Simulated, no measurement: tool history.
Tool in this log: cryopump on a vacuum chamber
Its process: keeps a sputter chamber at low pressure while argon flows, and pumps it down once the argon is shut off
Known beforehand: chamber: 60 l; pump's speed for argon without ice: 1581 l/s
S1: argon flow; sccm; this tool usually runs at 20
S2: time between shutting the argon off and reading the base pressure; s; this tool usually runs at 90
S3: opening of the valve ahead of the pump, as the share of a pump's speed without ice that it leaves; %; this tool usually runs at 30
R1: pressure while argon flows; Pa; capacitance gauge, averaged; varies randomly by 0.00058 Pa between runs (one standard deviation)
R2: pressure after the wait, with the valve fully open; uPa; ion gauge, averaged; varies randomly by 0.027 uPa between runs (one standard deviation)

run 1 day=0.000 | S1=20 S2=90 S3=30 | R1=0.0736 R2=2.89
run 2 day=0.842 | S1=20 S2=90 S3=30 | R1=0.0740 R2=2.98
run 3 day=1.992 | S1=20 S2=71 S3=30 | R1=0.0739 R2=3.25
run 4 day=3.204 | S1=20 S2=71 S3=30 | R1=0.0754 R2=3.28
run 5 day=4.412 | S1=25 S2=90 S3=30 | R1=0.0950 R2=3.10
run 6 day=5.912 | S1=25 S2=90 S3=30 | R1=0.0932 R2=3.07
-- day=6.592 leaking fittings of the chamber tightened, without venting
run 7 day=7.617 | S1=20 S2=90 S3=30 | R1=0.0759 R2=1.36
run 8 day=8.371 | S1=20 S2=90 S3=30 | R1=0.0758 R2=1.37
run 9 day=9.571 | S1=20 S2=90 S3=46 | R1=0.0507 R2=1.42
run 10 day=11.129 | S1=20 S2=90 S3=30 | R1=0.0761 R2=1.42
run 11 day=12.271 | S1=20 S2=90 S3=30 | R1=0.0774 R2=1.53
run 12 day=13.354 | S1=20 S2=90 S3=30 | R1=0.0760 R2=1.57
run 13 day=14.338 | S1=20 S2=90 S3=30 | R1=0.0769 R2=1.52
run 14 day=15.154 | S1=20 S2=90 S3=30 | R1=0.0779 R2=1.68
run 15 day=16.221 | S1=20 S2=90 S3=30 | R1=0.0769 R2=1.63
run 16 day=17.021 | S1=20 S2=90 S3=30 | R1=0.0773 R2=1.63
run 17 day=17.946 | S1=20 S2=90 S3=30 | R1=0.0777 R2=1.67
run 18 day=19.029 | S1=20 S2=80 S3=39 | R1=0.0625 R2=1.88
run 19 day=20.692 | S1=20 S2=74 S3=35 | R1=0.0689 R2=2.02
run 20 day=22.288 | S1=28 S2=43 S3=30 | R1=0.1108 R2=2.89
run 21 day=23.242 | S1=31 S2=42 S3=33 | R1=0.1134 R2=3.03
run 22 day=24.075 | S1=16 S2=27 S3=24 | R1=0.0774 R2=4.50
run 23 day=25.538 | S1=25 S2=76 S3=44 | R1=0.0727 R2=2.31
run 24 day=26.567 | S1=25 S2=69 S3=44 | R1=0.0733 R2=2.44
run 25 day=27.979 | S1=9 S2=44 S3=59 | R1=0.0211 R2=3.10
run 26 day=28.688 | S1=9 S2=44 S3=59 | R1=0.0210 R2=3.18
-- day=29.562 pump warmed up, emptied and cooled again
run 27 day=29.808 | S1=9 S2=44 S3=59 | R1=0.0165 R2=2.90
run 28 day=30.658 | S1=39 S2=86 S3=16 | R1=0.2623 R2=1.87
run 29 day=31.633 | S1=39 S2=86 S3=16 | R1=0.2625 R2=1.92
run 30 day=32.892 | S1=20 S2=166 S3=19 | R1=0.1123 R2=1.40
run 31 day=34.588 | S1=20 S2=90 S3=20 | R1=0.1076 R2=2.01
run 32 day=35.608 | S1=20 S2=192 S3=30 | R1=0.0736 R2=1.44
run 33 day=37.071 | S1=24 S2=192 S3=30 | R1=0.0870 R2=1.50
run 34 day=38.604 | S1=24 S2=192 S3=30 | R1=0.0884 R2=1.53

Forecast each of these 3 alternatives for the next run:
run A day=39.958 | S1=22 S2=90 S3=20 | R1=? R2=?
run B day=39.958 | S1=20 S2=170 S3=30 | R1=? R2=?
run C day=39.958 | S1=24 S2=66 S3=30 | R1=? R2=?

run=A R1=0.1200 R2=2.19
run=B R1=0.0731 R2=1.66
run=C R1=0.0879 R2=2.57
Had the tool no hidden state, the same runs would have come out as:
run=A R1=0.1176 R2=1.23
run=B R1=0.0709 R2=0.74
run=C R1=0.0853 R2=1.62
